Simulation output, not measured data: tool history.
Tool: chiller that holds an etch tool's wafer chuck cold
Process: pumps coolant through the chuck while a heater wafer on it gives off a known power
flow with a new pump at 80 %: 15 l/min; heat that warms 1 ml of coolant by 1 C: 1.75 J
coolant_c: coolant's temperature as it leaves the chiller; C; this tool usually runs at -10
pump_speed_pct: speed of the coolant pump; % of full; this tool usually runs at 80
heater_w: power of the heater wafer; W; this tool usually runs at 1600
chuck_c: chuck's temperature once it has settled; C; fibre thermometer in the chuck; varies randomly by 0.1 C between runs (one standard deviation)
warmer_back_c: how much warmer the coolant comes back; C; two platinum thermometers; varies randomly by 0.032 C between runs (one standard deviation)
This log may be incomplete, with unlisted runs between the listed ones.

run 1 hour=0.0 | coolant_c=-10 pump_speed_pct=80 heater_w=1600 | chuck_c=-0.2 warmer_back_c=3.66
run 2 hour=68.2 | coolant_c=-11 pump_speed_pct=80 heater_w=1600 | chuck_c=-1.3 warmer_back_c=3.71
run 3 hour=144.8 | coolant_c=-11 pump_speed_pct=80 heater_w=1600 | chuck_c=-1.2 warmer_back_c=3.64
run 4 hour=205.4 | coolant_c=-11 pump_speed_pct=80 heater_w=1600 | chuck_c=-1.2 warmer_back_c=3.61
run 5 hour=303.7 | coolant_c=-10 pump_speed_pct=80 heater_w=1600 | chuck_c=-0.4 warmer_back_c=3.62
run 6 hour=356.8 | coolant_c=-10 pump_speed_pct=80 heater_w=1600 | chuck_c=-0.2 warmer_back_c=3.58
run 7 hour=412.4 | coolant_c=-13 pump_speed_pct=80 heater_w=1600 | chuck_c=-3.3 warmer_back_c=3.60
run 8 hour=464.8 | coolant_c=-13 pump_speed_pct=61 heater_w=1600 | chuck_c=-1.7 warmer_back_c=4.80
run 9 hour=568.0 | coolant_c=-13 pump_speed_pct=61 heater_w=1600 | chuck_c=-1.6 warmer_back_c=4.70
run 10 hour=651.4 | coolant_c=-10 pump_speed_pct=80 heater_w=1462 | chuck_c=-1.2 warmer_back_c=3.22
run 11 hour=700.8 | coolant_c=-10 pump_speed_pct=80 heater_w=1462 | chuck_c=-1.1 warmer_back_c=3.20
run 12 hour=755.0 | coolant_c=-10 pump_speed_pct=80 heater_w=1462 | chuck_c=-1.1 warmer_back_c=3.19
run 13 hour=834.4 | coolant_c=-10 pump_speed_pct=80 heater_w=1462 | chuck_c=-1.1 warmer_back_c=3.18
run 14 hour=877.5 | coolant_c=-10 pump_speed_pct=80 heater_w=1462 | chuck_c=-0.9 warmer_back_c=3.16
-- hour=912.6 coolant pump overhauled
run 15 hour=925.6 | coolant_c=-10 pump_speed_pct=80 heater_w=1600 | chuck_c=-0.2 warmer_back_c=3.51
run 16 hour=1032.1 | coolant_c=-10 pump_speed_pct=80 heater_w=1600 | chuck_c=-0.1 warmer_back_c=3.44
run 17 hour=1104.8 | coolant_c=-12 pump_speed_pct=62 heater_w=1016 | chuck_c=-4.8 warmer_back_c=2.84
run 18 hour=1149.3 | coolant_c=-10 pump_speed_pct=66 heater_w=872 | chuck_c=-3.9 warmer_back_c=2.22
run 19 hour=1227.4 | coolant_c=-10 pump_speed_pct=66 heater_w=872 | chuck_c=-4.2 warmer_back_c=2.17
run 20 hour=1326.3 | coolant_c=-19 pump_speed_pct=80 heater_w=1238 | chuck_c=-11.5 warmer_back_c=2.57
run 21 hour=1423.0 | coolant_c=-19 pump_speed_pct=80 heater_w=1238 | chuck_c=-11.5 warmer_back_c=2.61
run 22 hour=1512.4 | coolant_c=-3 pump_speed_pct=81 heater_w=1808 | chuck_c=7.8 warmer_back_c=3.76
run 23 hour=1584.3 | coolant_c=-3 pump_speed_pct=81 heater_w=1808 | chuck_c=7.9 warmer_back_c=3.76
run 24 hour=1633.1 | coolant_c=-14 pump_speed_pct=80 heater_w=1891 | chuck_c=-2.6 warmer_back_c=3.96
run 25 hour=1680.3 | coolant_c=-10 pump_speed_pct=68 heater_w=895 | chuck_c=-4.0 warmer_back_c=2.10
run 26 hour=1762.9 | coolant_c=-6 pump_speed_pct=72 heater_w=2228 | chuck_c=8.6 warmer_back_c=5.35
run 27 hour=1864.9 | coolant_c=-1 pump_speed_pct=64 heater_w=1600 | chuck_c=10.2 warmer_back_c=4.24
run 28 hour=1946.1 | coolant_c=-10 pump_speed_pct=71 heater_w=1371 | chuck_c=-1.1 warmer_back_c=3.14
-- hour=1954.1 chiller's thermometer calibrated
run 29 hour=2006.8 | coolant_c=-10 pump_speed_pct=71 heater_w=1371 | chuck_c=-1.2 warmer_back_c=3.14
run 30 hour=2074.0 | coolant_c=-9 pump_speed_pct=90 heater_w=937 | chuck_c=-3.6 warmer_back_c=1.53
run 31 hour=2130.7 | coolant_c=-2 pump_speed_pct=79 heater_w=1542 | chuck_c=7.6 warmer_back_c=3.18

Hidden state or all else? Some run-to-run changes of warmer_back_c, split into what the settings, what came in and random variation would give without the hidden state, and what is left for the hidden state (with any gauge scatter that isn't in both results):
The tool's hidden condition here consists of: heat passed by the chuck's channels, % of clean ones'; flow at a given pump speed, % of a new pump's; coolant's true temperature over the reading, C; drift of the gauge itself on chuck_c, C; drift of the gauge itself on warmer_back_c, C.
Run 3 -> 4: no setting touched and nothing written in the log between the runs. warmer_back_c -0.03 C: hidden state -0.02, all else -0.01.
Run 8 -> 9: no setting touched and nothing written in the log between the runs. warmer_back_c -0.10 C: hidden state -0.03, all else -0.07.
Run 21 -> 22: coolant_c -19 -> -3, pump_speed_pct 80 -> 81, heater_w 1238 -> 1808. warmer_back_c +1.15 C: hidden state -0.03, all else +1.18.
Run 24 -> 25: coolant_c -14 -> -10, pump_speed_pct 80 -> 68, heater_w 1891 -> 895. warmer_back_c -1.86 C: hidden state -0.01, all else -1.85.
Run 25 -> 26: coolant_c -10 -> -6, pump_speed_pct 68 -> 72, heater_w 895 -> 2228. warmer_back_c +3.25 C: hidden state -0.02, all else +3.27.
Run 30 -> 31: coolant_c -9 -> -2, pump_speed_pct 90 -> 79, heater_w 937 -> 1542. warmer_back_c +1.65 C: hidden state -0.02, all else +1.67.
